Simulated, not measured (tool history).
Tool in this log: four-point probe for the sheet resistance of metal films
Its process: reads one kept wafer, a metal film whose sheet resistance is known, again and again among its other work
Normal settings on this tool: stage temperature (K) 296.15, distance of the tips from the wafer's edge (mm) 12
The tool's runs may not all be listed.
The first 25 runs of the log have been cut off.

run	hour	stage temperature (K)	distance of the tips from the wafer's edge (mm)	sheet resistance as the instrument gives it (ohm/square)
26	268.3	296.15	5	0.369658
27	277.0	296.15	5	0.369734
28	291.2	307.15	22	0.354064
29	299.2	307.15	22	0.354110
30	308.1	307.15	22	0.354125
31	318.6	295.15	34	0.358259
32	327.3	291.15	5	0.371731
33	338.8	302.15	3	0.386199
34	348.7	305.15	12	0.356263
35	359.8	295.15	9	0.361865
36	370.8	295.15	9	0.361659
37	377.8	304.15	12	0.356649
38	392.2	295.15	12	0.360186
39	402.7	300.15	3	0.387061
40	409.6	305.15	67	0.354302
41	422.1	301.15	10	0.358424
42	428.4	299.15	7	0.362743
43	441.9	299.15	7	0.362546
44	456.4	299.15	7	0.362593
45	468.4	298.15	29	0.357073

Branching from run 45: 4 alternative next runs. What would each branch give?
A	481.1	303.15	12	?
B	481.1	300.15	6	?
C	481.1	301.15	55	?
D	481.1	298.15	20	?

run	sheet resistance as the instrument gives it (ohm/square)
A	0.356938
B	0.364324
C	0.355615
D	0.357447
Take away the tool's hidden state, keep each run's random variation, and the runs would have read:
run	sheet resistance as the instrument gives it (ohm/square)
A	0.360055
B	0.367505
C	0.358724
D	0.360575
